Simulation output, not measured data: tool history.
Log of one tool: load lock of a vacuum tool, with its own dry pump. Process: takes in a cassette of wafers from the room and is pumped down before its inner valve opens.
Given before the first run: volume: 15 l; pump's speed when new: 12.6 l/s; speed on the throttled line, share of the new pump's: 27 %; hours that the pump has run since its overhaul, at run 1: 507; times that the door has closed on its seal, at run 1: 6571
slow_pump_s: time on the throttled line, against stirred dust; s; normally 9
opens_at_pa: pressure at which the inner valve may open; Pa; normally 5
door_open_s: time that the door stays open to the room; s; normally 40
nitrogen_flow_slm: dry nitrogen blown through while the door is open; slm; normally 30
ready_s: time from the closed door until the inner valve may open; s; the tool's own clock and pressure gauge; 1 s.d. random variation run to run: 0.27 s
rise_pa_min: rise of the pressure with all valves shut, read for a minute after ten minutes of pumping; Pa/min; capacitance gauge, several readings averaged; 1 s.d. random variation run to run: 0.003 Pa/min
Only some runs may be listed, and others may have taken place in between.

run	hour	slow_pump_s	opens_at_pa	door_open_s	nitrogen_flow_slm	hours that the pump has run since its overhaul	times that the door has closed on its seal	incoming humidity of the room's air, %	ready_s	rise_pa_min
1	0	9	5	40	30	507	6571	43.3	18.8	0.042
2	54.9	4	5	40	30	562	6701	46.7	14.9	0.048
3	117.7	4	5	40	30	625	6849	44.6	14.5	0.043
4	187.2	4	5	40	30	695	7014	46.4	14.6	0.048
5	233.9	5	5	40	30	741	7124	43.4	16	0.052
6	291.8	5	5	40	30	799	7262	46.1	15.8	0.043
7	389.9	5	5	40	30	897	7494	44.6	15.9	0.048
8	478.7	5	5	40	30	986	7704	43.1	15.5	0.042
9	546.7	5	5	40	30	1054	7866	44	15.7	0.045
10	624.3	5	5	40	30	1132	8049	44.6	15.9	0.038
11	703.3	9	5	40	23	1211	8236	42.7	18.4	0.042
12	771.9	9	5	40	23	1279	8399	43.8	18.5	0.047
13	865.5	9	5	40	23	1373	8621	49.2	18.1	0.058
14	926.9	9	5	40	23	1434	8766	46.3	18.6	0.061
15	992.3	9	5	40	23	1500	8921	46.5	18.8	0.05
16	1066.6	9	5	40	23	1574	9097	43	18.5	0.046
17	1149.6	8	9	81	19	1657	9294	46.4	17.5	0.09
18	1205.1	8	9	81	19	1713	9425	44.2	17	0.082
19	1270	8	9	81	19	1777	9579	44.6	16.8	0.082
20	1368	9	8	40	7	1875	9811	42.2	17.9	0.065
21	1443.2	9	8	40	7	1951	9989	42.2	17.9	0.062
22	1487	6	6	126	24	1994	10093	39.2	16	0.088
23	1588	6	6	126	24	2095	10332	46.2	16.6	0.106
24	1632.5	16	4	166	30	2140	10437	44.5	23.7	0.11
25	1732.2	16	4	166	30	2240	10674	44.3	23.8	0.106
26	1798.3	9	5	46	30	2306	10830	44.8	18.3	0.05
27	1866.3	6	7	157	5	2374	10991	47.3	15.8	0.18
28	1941.9	6	7	157	7	2449	11170	49.3	16.1	0.182
29	2040.2	6	7	157	13	2548	11403	43.6	15.9	0.137

Consider 5 possible next runs. They are alternatives, not a sequence: every one starts from the tool as it was left by run 29. What does each give?
A	2092.9	9	5	66	8	2600	11528	46.1	?	?
B	2092.9	9	7	196	30	2600	11528	44.9	?	?
C	2092.9	6	7	32	13	2600	11528	42.8	?	?
D	2092.9	9	5	56	20	2600	11528	42.9	?	?
E	2092.9	9	5	28	30	2600	11528	41.4	?	?

run	ready_s	rise_pa_min
A	18.6	0.087
B	18.3	0.123
C	15.9	0.05
D	18.3	0.059
E	18.2	0.038
Without the tool's hidden state the same runs would have given:
run	ready_s	rise_pa_min
A	18.6	0.086
B	18.3	0.122
C	15.9	0.049
D	18.3	0.058
E	18.2	0.037

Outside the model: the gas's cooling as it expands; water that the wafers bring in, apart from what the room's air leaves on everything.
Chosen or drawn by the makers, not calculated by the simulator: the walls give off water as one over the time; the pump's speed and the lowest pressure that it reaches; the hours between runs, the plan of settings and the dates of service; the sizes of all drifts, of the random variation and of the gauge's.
